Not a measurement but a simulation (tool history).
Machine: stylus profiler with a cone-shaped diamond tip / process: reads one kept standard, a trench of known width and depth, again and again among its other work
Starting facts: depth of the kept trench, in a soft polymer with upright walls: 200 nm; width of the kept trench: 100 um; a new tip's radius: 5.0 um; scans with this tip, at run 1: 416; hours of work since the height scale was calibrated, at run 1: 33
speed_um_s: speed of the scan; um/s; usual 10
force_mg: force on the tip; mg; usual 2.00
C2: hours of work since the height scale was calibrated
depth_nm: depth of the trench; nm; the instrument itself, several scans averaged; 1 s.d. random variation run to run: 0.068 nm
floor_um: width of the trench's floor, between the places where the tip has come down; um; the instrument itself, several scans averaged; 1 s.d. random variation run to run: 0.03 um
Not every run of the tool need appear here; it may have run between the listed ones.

Run 1, hour 0.0: usual settings; scans with this tip 416; C2 33. Result: depth_nm 203.15 nm, floor_um 97.03 um.
Run 2, hour 45.7: usual settings but speed_um_s 6 um/s; scans with this tip 790; C2 63. Result: depth_nm 203.05 nm, floor_um 97.07 um.
Run 3, hour 93.2: usual settings but speed_um_s 6 um/s; scans with this tip 1177; C2 94. Result: depth_nm 203.24 nm, floor_um 97.01 um.
Run 4, hour 114.2: usual settings; scans with this tip 1349; C2 107. Result: depth_nm 203.14 nm, floor_um 96.99 um.
Run 5, hour 149.8: usual settings but force_mg 5.50 mg; scans with this tip 1640; C2 130. Result: depth_nm 206.09 nm, floor_um 97.00 um.
Run 6, hour 183.4: usual settings but force_mg 5.50 mg; scans with this tip 1913; C2 152. Result: depth_nm 206.12 nm, floor_um 96.98 um.
Run 7, hour 221.4: usual settings; scans with this tip 2224; C2 177. Result: depth_nm 203.24 nm, floor_um 96.94 um.
Run 8, hour 240.9: usual settings; scans with this tip 2383; C2 189. Result: depth_nm 203.29 nm, floor_um 96.94 um.
Run 9, hour 270.1: usual settings; scans with this tip 2622; C2 208. Result: depth_nm 203.17 nm, floor_um 96.97 um.
Run 10, hour 297.5: usual settings but speed_um_s 7 um/s; scans with this tip 2845; C2 226. Result: depth_nm 203.27 nm, floor_um 96.89 um.
Run 11, hour 317.7: usual settings but speed_um_s 2 um/s; scans with this tip 3010; C2 239. Result: depth_nm 203.20 nm, floor_um 96.92 um.
Run 12, hour 337.5: usual settings; scans with this tip 3172; C2 252. Result: depth_nm 203.34 nm, floor_um 96.91 um.
At hour 341.7: height scale calibrated on a step standard.
Run 13, hour 371.5: usual settings but speed_um_s 4 um/s; scans with this tip 3445; C2 19. Result: depth_nm 203.35 nm, floor_um 96.90 um.
Run 14, hour 417.3: usual settings but speed_um_s 4 um/s, force_mg 2.20 mg; scans with this tip 3819; C2 49. Result: depth_nm 203.61 nm, floor_um 96.91 um.
Run 15, hour 441.1: usual settings but speed_um_s 8 um/s, force_mg 1.00 mg; scans with this tip 4014; C2 65. Result: depth_nm 202.14 nm, floor_um 96.84 um.
Run 16, hour 469.5: usual settings but speed_um_s 5 um/s; scans with this tip 4246; C2 83. Result: depth_nm 203.39 nm, floor_um 96.82 um.
Run 17, hour 505.8: usual settings but speed_um_s 6 um/s, force_mg 3.90 mg; scans with this tip 4542; C2 106. Result: depth_nm 205.05 nm, floor_um 96.86 um.
Run 18, hour 538.0: usual settings but speed_um_s 4 um/s, force_mg 5.23 mg; scans with this tip 4805; C2 127. Result: depth_nm 206.06 nm, floor_um 96.82 um.
At hour 548.9: height scale calibrated on a step standard, once more.
Run 19, hour 565.7: usual settings but speed_um_s 4 um/s, force_mg 5.23 mg; scans with this tip 5027; C2 11. Result: depth_nm 205.87 nm, floor_um 96.81 um.
Run 20, hour 602.3: usual settings but speed_um_s 3 um/s, force_mg 0.85 mg; scans with this tip 5325; C2 35. Result: depth_nm 202.02 nm, floor_um 96.82 um.
Run 21, hour 623.0: usual settings but speed_um_s 18 um/s, force_mg 0.89 mg; scans with this tip 5495; C2 48. Result: depth_nm 201.77 nm, floor_um 96.69 um.
Run 22, hour 646.0: usual settings but speed_um_s 33 um/s, force_mg 3.21 mg; scans with this tip 5682; C2 63. Result: depth_nm 204.24 nm, floor_um 96.63 um.
Run 23, hour 685.7: usual settings but speed_um_s 9 um/s, force_mg 5.60 mg; scans with this tip 6006; C2 89. Result: depth_nm 206.06 nm, floor_um 96.74 um.
Run 24, hour 733.4: usual settings but speed_um_s 9 um/s, force_mg 5.60 mg; scans with this tip 6396; C2 120. Result: depth_nm 206.20 nm, floor_um 96.75 um.
Run 25, hour 780.2: usual settings but speed_um_s 9 um/s, force_mg 5.60 mg; scans with this tip 6778; C2 150. Result: depth_nm 206.22 nm, floor_um 96.73 um.

Each row is a separate what-if for the run after 25, all from the same tool condition, not one after another. Results?
Run A, hour 812.5: usual settings but speed_um_s 9 um/s, force_mg 5.22 mg; scans with this tip 7041; C2 171. Result: depth_nm ?, floor_um ?.
Run B, hour 812.5: usual settings but speed_um_s 5 um/s, force_mg 0.80 mg; scans with this tip 7041; C2 171. Result: depth_nm ?, floor_um ?.
Run C, hour 812.5: usual settings but speed_um_s 4 um/s, force_mg 0.85 mg; scans with this tip 7041; C2 171. Result: depth_nm ?, floor_um ?.

run  depth_nm  floor_um
  A    206.05     96.63
  B    201.84     96.65
  C    201.94     96.69
With the hidden condition removed and each run's random variation left untouched, the same runs would have given:
run  depth_nm  floor_um
  A    205.84     97.13
  B    201.64     97.15
  C    201.73     97.20
